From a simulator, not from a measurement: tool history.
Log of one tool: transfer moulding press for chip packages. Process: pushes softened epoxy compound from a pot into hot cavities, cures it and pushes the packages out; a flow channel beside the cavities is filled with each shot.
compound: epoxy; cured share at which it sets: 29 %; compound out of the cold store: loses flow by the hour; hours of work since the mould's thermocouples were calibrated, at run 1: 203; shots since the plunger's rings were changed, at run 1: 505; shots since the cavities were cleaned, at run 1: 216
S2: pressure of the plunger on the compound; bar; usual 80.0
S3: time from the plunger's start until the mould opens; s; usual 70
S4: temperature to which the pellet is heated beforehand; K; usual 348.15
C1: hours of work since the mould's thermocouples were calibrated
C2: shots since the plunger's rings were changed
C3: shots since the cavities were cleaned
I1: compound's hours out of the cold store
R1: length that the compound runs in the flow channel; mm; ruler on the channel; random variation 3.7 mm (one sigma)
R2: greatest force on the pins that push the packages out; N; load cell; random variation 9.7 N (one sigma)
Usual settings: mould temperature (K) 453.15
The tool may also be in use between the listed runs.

run 1 hour=0.0 | mould_temperature_(K)=453.15 S2=80.0 S3=70 S4=348.15 | C1=203 C2=505 C3=216 | I1=13.5 | R1=775 R2=688
run 2 hour=55.9 | mould_temperature_(K)=453.15 S2=80.0 S3=70 S4=348.15 | C1=241 C2=1304 C3=1015 | I1=47.5 | R1=671 R2=888
-- hour=69.3 cavities cleaned with cleaning compound and waxed
run 3 hour=111.4 | mould_temperature_(K)=453.15 S2=80.0 S3=70 S4=348.15 | C1=277 C2=2076 C3=602 | I1=8.2 | R1=765 R2=1005
-- hour=156.4 cavities cleaned with cleaning compound and waxed
-- hour=192.1 plunger's sealing rings changed
run 4 hour=207.1 | mould_temperature_(K)=453.15 S2=80.0 S3=70 S4=348.15 | C1=340 C2=214 C3=689 | I1=32.3 | R1=727 R2=892
-- hour=242.2 cavities cleaned with cleaning compound and waxed
run 5 hour=270.5 | mould_temperature_(K)=453.15 S2=80.0 S3=70 S4=351.15 | C1=382 C2=1098 C3=404 | I1=47.4 | R1=678 R2=772
-- hour=326.6 cavities cleaned with cleaning compound and waxed
run 6 hour=343.4 | mould_temperature_(K)=453.15 S2=80.0 S3=70 S4=351.15 | C1=431 C2=2119 C3=240 | I1=14.0 | R1=753 R2=717
run 7 hour=406.9 | mould_temperature_(K)=453.15 S2=80.0 S3=70 S4=348.15 | C1=474 C2=3027 C3=1148 | I1=23.8 | R1=714 R2=968
-- hour=414.9 cavities cleaned with cleaning compound and waxed
-- hour=424.0 mould's thermocouples calibrated
-- hour=426.5 plunger's sealing rings changed
run 8 hour=462.3 | mould_temperature_(K)=453.15 S2=80.0 S3=70 S4=348.15 | C1=24 C2=512 C3=613 | I1=42.1 | R1=696 R2=879
-- hour=472.6 cavities cleaned with cleaning compound and waxed, once more
run 9 hour=501.9 | mould_temperature_(K)=453.15 S2=80.0 S3=70 S4=348.15 | C1=50 C2=1057 C3=420 | I1=15.6 | R1=758 R2=827
run 10 hour=547.5 | mould_temperature_(K)=456.15 S2=67.1 S3=76 S4=355.15 | C1=81 C2=1707 C3=1070 | I1=31.1 | R1=636 R2=662
-- hour=555.1 cavities cleaned with cleaning compound and waxed
run 11 hour=590.9 | mould_temperature_(K)=457.15 S2=67.1 S3=76 S4=355.15 | C1=110 C2=2306 C3=510 | I1=45.8 | R1=605 R2=597
-- hour=638.1 cavities cleaned with cleaning compound and waxed
-- hour=654.5 plunger's sealing rings changed
run 12 hour=658.9 | mould_temperature_(K)=456.15 S2=72.6 S3=70 S4=348.15 | C1=154 C2=63 C3=262 | I1=41.3 | R1=660 R2=630

The next listed run, before its measurement:
run 13 hour=697.2 | mould_temperature_(K)=456.15 S2=72.6 S3=70 S4=348.15 | C1=180 C2=611 C3=810 | I1=44.4 | R1=? R2=?

Run 13 gave R1 646 mm, R2 711 N.
Without the tool's hidden state the same run would have given R1 653 mm, R2 351 N.

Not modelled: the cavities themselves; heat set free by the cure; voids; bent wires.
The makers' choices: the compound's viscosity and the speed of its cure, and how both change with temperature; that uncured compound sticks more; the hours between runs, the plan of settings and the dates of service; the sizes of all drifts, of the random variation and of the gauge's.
